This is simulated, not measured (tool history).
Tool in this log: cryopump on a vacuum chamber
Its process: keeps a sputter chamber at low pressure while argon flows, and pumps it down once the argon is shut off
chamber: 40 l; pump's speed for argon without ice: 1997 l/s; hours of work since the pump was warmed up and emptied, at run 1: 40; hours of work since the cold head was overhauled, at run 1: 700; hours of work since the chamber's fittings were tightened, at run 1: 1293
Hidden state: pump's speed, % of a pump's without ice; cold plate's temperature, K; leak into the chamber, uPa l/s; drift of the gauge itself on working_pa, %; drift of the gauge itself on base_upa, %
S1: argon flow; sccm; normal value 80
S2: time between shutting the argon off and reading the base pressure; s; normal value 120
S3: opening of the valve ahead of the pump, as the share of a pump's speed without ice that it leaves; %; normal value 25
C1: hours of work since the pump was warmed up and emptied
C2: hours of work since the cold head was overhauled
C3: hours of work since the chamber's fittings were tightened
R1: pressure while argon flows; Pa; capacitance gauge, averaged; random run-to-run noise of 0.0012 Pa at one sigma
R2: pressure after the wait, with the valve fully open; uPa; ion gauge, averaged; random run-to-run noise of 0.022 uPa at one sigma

{"run": 1, "day": 0.0, "S1": 80, "S2": 120, "S3": 25, "C1": 40, "C2": 700, "C3": 1293, "R1": 0.2733, "R2": 1.48}
{"run": 2, "day": 1.188, "S1": 80, "S2": 210, "S3": 25, "C1": 57, "C2": 718, "C3": 1311, "R1": 0.2758, "R2": 1.28}
{"run": 3, "day": 1.975, "S1": 80, "S2": 120, "S3": 25, "C1": 69, "C2": 730, "C3": 1323, "R1": 0.2748, "R2": 1.47}
{"run": 4, "day": 3.05, "S1": 80, "S2": 120, "S3": 25, "C1": 85, "C2": 746, "C3": 1339, "R1": 0.2768, "R2": 1.48}
{"run": 5, "day": 4.279, "S1": 80, "S2": 120, "S3": 25, "C1": 104, "C2": 764, "C3": 1358, "R1": 0.2756, "R2": 1.55}
{"run": 6, "day": 4.854, "S1": 80, "S2": 120, "S3": 25, "C1": 112, "C2": 773, "C3": 1366, "R1": 0.276, "R2": 1.51}
{"run": 7, "day": 5.717, "S1": 80, "S2": 120, "S3": 25, "C1": 125, "C2": 786, "C3": 1379, "R1": 0.2787, "R2": 1.58}
{"run": 8, "day": 6.375, "S1": 80, "S2": 120, "S3": 25, "C1": 135, "C2": 795, "C3": 1389, "R1": 0.2779, "R2": 1.59}
{"run": 9, "day": 7.533, "S1": 80, "S2": 120, "S3": 25, "C1": 152, "C2": 813, "C3": 1406, "R1": 0.2746, "R2": 1.55}
{"run": 10, "day": 8.442, "S1": 80, "S2": 120, "S3": 25, "C1": 166, "C2": 826, "C3": 1420, "R1": 0.2771, "R2": 1.6}
{"run": 11, "day": 9.15, "S1": 80, "S2": 97, "S3": 25, "C1": 177, "C2": 837, "C3": 1431, "R1": 0.2819, "R2": 1.71}
{"run": 12, "day": 10.158, "S1": 65, "S2": 120, "S3": 25, "C1": 192, "C2": 852, "C3": 1446, "R1": 0.2256, "R2": 1.63}
{"run": 13, "day": 10.979, "S1": 80, "S2": 120, "S3": 25, "C1": 204, "C2": 864, "C3": 1458, "R1": 0.2817, "R2": 1.61}
{"run": 14, "day": 11.904, "S1": 80, "S2": 120, "S3": 25, "C1": 218, "C2": 878, "C3": 1472, "R1": 0.2828, "R2": 1.66}
{"run": 15, "day": 13.004, "S1": 80, "S2": 120, "S3": 25, "C1": 234, "C2": 895, "C3": 1488, "R1": 0.283, "R2": 1.7}
{"run": 16, "day": 14.038, "S1": 80, "S2": 120, "S3": 25, "C1": 250, "C2": 910, "C3": 1504, "R1": 0.282, "R2": 1.73}
{"run": 17, "day": 14.596, "S1": 80, "S2": 120, "S3": 25, "C1": 258, "C2": 919, "C3": 1512, "R1": 0.2819, "R2": 1.73}
{"run": 18, "day": 15.854, "S1": 131, "S2": 222, "S3": 25, "C1": 277, "C2": 937, "C3": 1531, "R1": 0.4641, "R2": 1.55}
{"run": 19, "day": 17.025, "S1": 131, "S2": 222, "S3": 25, "C1": 295, "C2": 955, "C3": 1548, "R1": 0.4649, "R2": 1.59}
{"run": 20, "day": 18.271, "S1": 80, "S2": 280, "S3": 25, "C1": 313, "C2": 974, "C3": 1567, "R1": 0.2863, "R2": 1.58}
{"run": 21, "day": 19.492, "S1": 80, "S2": 120, "S3": 55, "C1": 332, "C2": 992, "C3": 1585, "R1": 0.1384, "R2": 1.83}
{"run": 22, "day": 20.817, "S1": 102, "S2": 120, "S3": 60, "C1": 351, "C2": 1012, "C3": 1605, "R1": 0.1638, "R2": 1.85}
{"run": 23, "day": 21.525, "S1": 113, "S2": 58, "S3": 49, "C1": 362, "C2": 1022, "C3": 1616, "R1": 0.2179, "R2": 2.44}
{"run": 24, "day": 22.575, "S1": 113, "S2": 58, "S3": 49, "C1": 378, "C2": 1038, "C3": 1632, "R1": 0.2203, "R2": 2.41}
{"run": 25, "day": 23.504, "S1": 67, "S2": 59, "S3": 25, "C1": 392, "C2": 1052, "C3": 1645, "R1": 0.2433, "R2": 2.39}
{"run": 26, "day": 24.083, "S1": 101, "S2": 120, "S3": 47, "C1": 400, "C2": 1061, "C3": 1654, "R1": 0.206, "R2": 2}
{"run": 27, "day": 25.058, "S1": 80, "S2": 29, "S3": 26, "C1": 415, "C2": 1075, "C3": 1669, "R1": 0.2798, "R2": 3.43}
{"run": 28, "day": 26.317, "S1": 80, "S2": 29, "S3": 26, "C1": 434, "C2": 1094, "C3": 1688, "R1": 0.2804, "R2": 3.44}
{"run": 29, "day": 27.171, "S1": 80, "S2": 29, "S3": 26, "C1": 447, "C2": 1107, "C3": 1700, "R1": 0.2841, "R2": 3.47}
{"run": 30, "day": 27.821, "S1": 80, "S2": 29, "S3": 26, "C1": 456, "C2": 1117, "C3": 1710, "R1": 0.2811, "R2": 3.47}
{"run": 31, "day": 28.45, "S1": 102, "S2": 289, "S3": 31, "C1": 466, "C2": 1126, "C3": 1720, "R1": 0.3071, "R2": 1.81}
{"run": 32, "day": 29.588, "S1": 102, "S2": 289, "S3": 31, "C1": 483, "C2": 1143, "C3": 1737, "R1": 0.3064, "R2": 1.84}
{"run": 33, "day": 30.608, "S1": 47, "S2": 120, "S3": 43, "C1": 498, "C2": 1158, "C3": 1752, "R1": 0.1073, "R2": 2.15}
{"run": 34, "day": 31.171, "S1": 47, "S2": 120, "S3": 43, "C1": 506, "C2": 1167, "C3": 1760, "R1": 0.1067, "R2": 2.08}

Each row is a separate what-if for the run after 34, all from the same tool condition, not one after another. Results?
{"run": "A", "day": 31.958, "S1": 60, "S2": 67, "S3": 25, "C1": 518, "C2": 1179, "C3": 1772, "R1": "?", "R2": "?"}
{"run": "B", "day": 31.958, "S1": 69, "S2": 33, "S3": 43, "C1": 518, "C2": 1179, "C3": 1772, "R1": "?", "R2": "?"}
{"run": "C", "day": 31.958, "S1": 47, "S2": 120, "S3": 27, "C1": 518, "C2": 1179, "C3": 1772, "R1": "?", "R2": "?"}
{"run": "D", "day": 31.958, "S1": 138, "S2": 213, "S3": 19, "C1": 518, "C2": 1179, "C3": 1772, "R1": "?", "R2": "?"}

run=A R1=0.2232 R2=2.52
run=B R1=0.1591 R2=3.36
run=C R1=0.1633 R2=2.16
run=D R1=0.6634 R2=1.98
Take away the tool's hidden state, keep each run's random variation, and the runs would have read:
run=A R1=0.2035 R2=0.97
run=B R1=0.1365 R2=1.8
run=C R1=0.1479 R2=0.59
run=D R1=0.6179 R2=0.39
